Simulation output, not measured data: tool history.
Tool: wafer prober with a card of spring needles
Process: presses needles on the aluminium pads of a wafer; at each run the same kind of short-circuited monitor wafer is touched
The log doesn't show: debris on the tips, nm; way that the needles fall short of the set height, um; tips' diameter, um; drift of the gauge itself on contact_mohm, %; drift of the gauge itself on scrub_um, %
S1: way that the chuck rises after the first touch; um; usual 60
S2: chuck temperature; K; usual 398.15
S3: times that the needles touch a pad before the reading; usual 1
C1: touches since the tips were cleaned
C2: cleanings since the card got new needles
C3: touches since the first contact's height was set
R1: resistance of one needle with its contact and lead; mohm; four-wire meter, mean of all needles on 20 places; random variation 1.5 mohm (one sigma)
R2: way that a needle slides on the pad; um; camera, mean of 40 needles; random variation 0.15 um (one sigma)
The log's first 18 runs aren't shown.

{"hour": 186.3, "done": "tips cleaned on abrasive film"}
{"run": 19, "hour": 189.5, "S1": 72, "S2": 398.15, "S3": 1, "C1": 1141, "C2": 39, "C3": 97497, "R1": 181, "R2": 16.34}
{"hour": 192.8, "done": "tips cleaned on abrasive film"}
{"run": 20, "hour": 198.8, "S1": 72, "S2": 398.15, "S3": 1, "C1": 2105, "C2": 40, "C3": 100717, "R1": 210, "R2": 15.99}
{"hour": 199.9, "done": "tips cleaned on abrasive film"}
{"hour": 207.0, "done": "tips cleaned on abrasive film"}
{"run": 21, "hour": 208.5, "S1": 50, "S2": 315.15, "S3": 2, "C1": 498, "C2": 42, "C3": 104048, "R1": 171, "R2": 10.96}
{"hour": 214.6, "done": "tips cleaned on abrasive film"}
{"run": 22, "hour": 217.9, "S1": 44, "S2": 314.15, "S3": 2, "C1": 1132, "C2": 43, "C3": 107318, "R1": 228, "R2": 9.51}
{"hour": 221.4, "done": "tips cleaned on abrasive film"}
{"hour": 228.2, "done": "tips cleaned on abrasive film"}
{"run": 23, "hour": 232.8, "S1": 43, "S2": 378.15, "S3": 2, "C1": 1617, "C2": 45, "C3": 112483, "R1": 245, "R2": 9.32}
{"hour": 235.3, "done": "tips cleaned on abrasive film"}
{"hour": 241.9, "done": "tips cleaned on abrasive film"}
{"run": 24, "hour": 247.6, "S1": 64, "S2": 351.15, "S3": 2, "C1": 1985, "C2": 47, "C3": 117625, "R1": 185, "R2": 14.16}
{"hour": 249.0, "done": "tips cleaned on abrasive film"}
{"hour": 255.9, "done": "tips cleaned on abrasive film"}
{"run": 25, "hour": 258.7, "S1": 78, "S2": 336.15, "S3": 3, "C1": 996, "C2": 49, "C3": 121464, "R1": 139, "R2": 17.54}
{"hour": 262.6, "done": "tips cleaned on abrasive film"}
{"run": 26, "hour": 266.5, "S1": 48, "S2": 398.15, "S3": 1, "C1": 1354, "C2": 50, "C3": 124160, "R1": 280, "R2": 10.24}
{"hour": 269.7, "done": "tips cleaned on abrasive film"}
{"run": 27, "hour": 273.2, "S1": 60, "S2": 320.15, "S3": 2, "C1": 1231, "C2": 51, "C3": 126489, "R1": 178, "R2": 13.18}
{"hour": 276.8, "done": "tips cleaned on abrasive film"}
{"run": 28, "hour": 283.0, "S1": 60, "S2": 320.15, "S3": 2, "C1": 2173, "C2": 52, "C3": 129886, "R1": 205, "R2": 13.2}
{"hour": 283.8, "done": "tips cleaned on abrasive film"}
{"hour": 290.7, "done": "tips cleaned on abrasive film"}
{"run": 29, "hour": 295.7, "S1": 60, "S2": 320.15, "S3": 2, "C1": 1784, "C2": 54, "C3": 134303, "R1": 190, "R2": 13.23}
{"hour": 297.1, "done": "tips cleaned on abrasive film"}
{"hour": 303.7, "done": "tips cleaned on abrasive film"}
{"run": 30, "hour": 309.6, "S1": 44, "S2": 398.15, "S3": 2, "C1": 2092, "C2": 56, "C3": 139109, "R1": 277, "R2": 9.25}
{"hour": 310.5, "done": "tips cleaned on abrasive film"}
{"hour": 317.4, "done": "tips cleaned on abrasive film"}
{"run": 31, "hour": 318.0, "S1": 61, "S2": 316.15, "S3": 3, "C1": 221, "C2": 58, "C3": 142004, "R1": 138, "R2": 13.15}

3 ways to go on from here, each from the tool as it stands after run 31. What would each give?
{"hour": 324.0, "done": "tips cleaned on abrasive film"}
{"hour": 331.0, "done": "tips cleaned on abrasive film"}
{"run": "A", "hour": 332.4, "S1": 59, "S2": 371.15, "S3": 3, "C1": 491, "C2": 60, "C3": 146990, "R1": "?", "R2": "?"}
{"hour": 324.0, "done": "tips cleaned on abrasive film"}
{"hour": 331.0, "done": "tips cleaned on abrasive film"}
{"run": "B", "hour": 332.4, "S1": 70, "S2": 310.15, "S3": 2, "C1": 491, "C2": 60, "C3": 146990, "R1": "?", "R2": "?"}
{"hour": 324.0, "done": "tips cleaned on abrasive film"}
{"hour": 331.0, "done": "tips cleaned on abrasive film"}
{"run": "C", "hour": 332.4, "S1": 55, "S2": 309.15, "S3": 1, "C1": 491, "C2": 60, "C3": 146990, "R1": "?", "R2": "?"}

run=A R1=150 R2=12.69
run=B R1=147 R2=14.99
run=C R1=186 R2=11.63
Without the tool's hidden state the same runs would have given:
run=A R1=129 R2=14.08
run=B R1=121 R2=16.37
run=C R1=120 R2=13.02
